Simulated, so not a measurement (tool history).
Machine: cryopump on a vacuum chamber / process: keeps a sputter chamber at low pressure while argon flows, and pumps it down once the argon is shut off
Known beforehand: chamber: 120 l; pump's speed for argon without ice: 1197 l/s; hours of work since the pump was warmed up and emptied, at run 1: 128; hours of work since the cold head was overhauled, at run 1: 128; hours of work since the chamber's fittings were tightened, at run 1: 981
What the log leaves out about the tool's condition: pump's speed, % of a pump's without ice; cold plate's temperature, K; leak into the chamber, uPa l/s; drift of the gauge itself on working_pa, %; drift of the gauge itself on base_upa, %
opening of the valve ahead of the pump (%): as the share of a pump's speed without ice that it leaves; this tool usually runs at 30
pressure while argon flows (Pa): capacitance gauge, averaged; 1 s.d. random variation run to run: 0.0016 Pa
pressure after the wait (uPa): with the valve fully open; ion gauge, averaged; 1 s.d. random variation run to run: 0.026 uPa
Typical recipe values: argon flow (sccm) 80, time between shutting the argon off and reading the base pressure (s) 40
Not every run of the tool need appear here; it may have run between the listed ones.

run,day,argon flow (sccm),time between shutting the argon off and reading the base pressure (s),opening of the valve ahead of the pump (%),hours of work since the pump was warmed up and emptied,hours of work since the cold head was overhauled,hours of work since the chamber's fittings were tightened,pressure while argon flows (Pa),pressure after the wait (uPa)
1,0.000,80,40,30,128,128,981,0.3802,1.66
2,1.100,80,40,30,145,145,998,0.3781,1.76
3,2.021,80,40,30,160,160,1012,0.3768,1.70
4,2.908,80,127,30,174,174,1026,0.3780,1.17
5,3.962,80,127,30,190,190,1043,0.3800,1.14
6,4.888,79,157,15,205,205,1057,0.7480,1.11
7,5.512,39,44,48,215,215,1067,0.1156,1.69
8,6.512,124,40,58,230,230,1083,0.3070,1.74
9,7.088,124,40,58,239,239,1092,0.3090,1.76
10,7.988,96,155,26,253,253,1106,0.5273,1.12

Consider 5 possible next runs. They are alternatives, not a sequence: every one starts from the tool as it was left by run 10. What does each give?
A,9.004,75,155,26,269,269,1122,?,?
B,9.004,80,210,30,269,269,1122,?,?
C,9.004,117,33,18,269,269,1122,?,?
D,9.004,80,194,30,269,269,1122,?,?
E,9.004,80,171,30,269,269,1122,?,?

run,pressure while argon flows (Pa),pressure after the wait (uPa)
A,0.4134,1.14
B,0.3790,1.11
C,0.9248,1.97
D,0.3823,1.15
E,0.3838,1.13
Stripped of hidden state, with their random variation kept, the same runs would have yielded:
run,pressure while argon flows (Pa),pressure after the wait (uPa)
A,0.4086,0.46
B,0.3739,0.42
C,0.9173,1.28
D,0.3772,0.46
E,0.3787,0.43
